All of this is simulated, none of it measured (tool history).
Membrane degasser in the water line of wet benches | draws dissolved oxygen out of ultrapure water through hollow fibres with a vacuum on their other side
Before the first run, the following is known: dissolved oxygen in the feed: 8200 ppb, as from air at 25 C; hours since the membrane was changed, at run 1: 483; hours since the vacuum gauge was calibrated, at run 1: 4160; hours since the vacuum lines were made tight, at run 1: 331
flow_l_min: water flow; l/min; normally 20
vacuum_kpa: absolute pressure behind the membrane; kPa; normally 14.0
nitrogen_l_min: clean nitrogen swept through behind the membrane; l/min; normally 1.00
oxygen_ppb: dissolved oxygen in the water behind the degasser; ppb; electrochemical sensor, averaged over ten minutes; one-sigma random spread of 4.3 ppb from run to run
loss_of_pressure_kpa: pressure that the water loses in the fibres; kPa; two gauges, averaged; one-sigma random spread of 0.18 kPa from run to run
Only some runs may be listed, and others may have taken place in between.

| run | hour | flow_l_min | vacuum_kpa | nitrogen_l_min | hours since the membrane was changed | hours since the vacuum gauge was calibrated | hours since the vacuum lines were made tight | oxygen_ppb | loss_of_pressure_kpa |
|---|---|---|---|---|---|---|---|---|---|
| 1 | 0.0 | 20 | 14.0 | 1.00 | 483 | 4160 | 331 | 500.4 | 31.67 |
| 2 | 79.1 | 20 | 14.0 | 1.00 | 562 | 4239 | 411 | 494.6 | 31.45 |
| 3 | 141.3 | 20 | 26.4 | 1.00 | 625 | 4301 | 473 | 965.6 | 31.78 |
| 4 | 206.4 | 20 | 26.4 | 1.00 | 690 | 4366 | 538 | 970.9 | 31.40 |
| 5 | 270.4 | 20 | 26.4 | 1.00 | 754 | 4430 | 602 | 953.8 | 31.60 |
| 6 | 311.9 | 20 | 26.4 | 1.00 | 795 | 4472 | 643 | 953.6 | 31.74 |
| 7 | 390.8 | 20 | 26.4 | 1.00 | 874 | 4550 | 722 | 969.1 | 31.71 |
| 8 | 481.2 | 20 | 14.0 | 1.00 | 964 | 4641 | 813 | 492.8 | 31.78 |
| 9 | 533.4 | 20 | 14.0 | 1.00 | 1017 | 4693 | 865 | 489.2 | 31.49 |
| 10 | 634.1 | 20 | 14.0 | 1.00 | 1117 | 4794 | 966 | 493.0 | 31.68 |
| 11 | 680.2 | 20 | 14.0 | 0.75 | 1163 | 4840 | 1012 | 623.6 | 31.20 |
|  | 687.8 | vacuum gauge calibrated |
| 12 | 777.9 | 20 | 14.0 | 1.00 | 1261 | 90 | 1109 | 487.7 | 31.74 |
| 13 | 859.0 | 20 | 14.0 | 1.00 | 1342 | 171 | 1190 | 498.2 | 31.61 |
| 14 | 916.9 | 20 | 14.0 | 1.00 | 1400 | 229 | 1248 | 500.7 | 31.49 |
|  | 923.0 | vacuum gauge calibrated, once more |
| 15 | 975.9 | 20 | 14.0 | 1.00 | 1458 | 53 | 1306 | 479.4 | 31.67 |
| 16 | 1068.8 | 20 | 14.0 | 1.00 | 1551 | 146 | 1399 | 489.4 | 31.62 |
| 17 | 1170.9 | 20 | 14.0 | 1.00 | 1653 | 248 | 1501 | 487.6 | 31.36 |
| 18 | 1212.0 | 20 | 14.0 | 2.97 | 1694 | 289 | 1542 | 192.7 | 31.62 |
| 19 | 1281.2 | 20 | 14.0 | 2.97 | 1764 | 358 | 1612 | 196.6 | 31.67 |
| 20 | 1329.3 | 31 | 12.4 | 0.62 | 1812 | 406 | 1660 | 888.9 | 49.21 |
| 21 | 1428.5 | 18 | 34.1 | 0.71 | 1911 | 505 | 1759 | 1467.9 | 28.30 |
| 22 | 1505.5 | 18 | 34.1 | 0.71 | 1988 | 582 | 1836 | 1453.0 | 28.75 |
| 23 | 1564.4 | 18 | 34.1 | 0.71 | 2047 | 641 | 1895 | 1442.3 | 28.40 |
| 24 | 1640.8 | 18 | 34.1 | 0.71 | 2123 | 718 | 1971 | 1432.4 | 28.19 |

Predict each of these 4 candidate next runs independently; none follows another, all start after run 24:
| A | 1709.2 | 18 | 28.0 | 0.42 | 2192 | 786 | 2040 | ? | ? |
| B | 1709.2 | 20 | 14.0 | 0.48 | 2192 | 786 | 2040 | ? | ? |
| C | 1709.2 | 20 | 14.0 | 1.69 | 2192 | 786 | 2040 | ? | ? |
| D | 1709.2 | 20 | 11.4 | 1.00 | 2192 | 786 | 2040 | ? | ? |

| run | oxygen_ppb | loss_of_pressure_kpa |
|---|---|---|
| A | 1738.2 | 28.38 |
| B | 838.6 | 31.80 |
| C | 307.5 | 31.79 |
| D | 380.0 | 31.81 |
With no hidden state in the tool, these same runs would have given:
| run | oxygen_ppb | loss_of_pressure_kpa |
|---|---|---|
| A | 1732.5 | 28.08 |
| B | 833.5 | 31.46 |
| C | 303.6 | 31.45 |
| D | 375.4 | 31.47 |
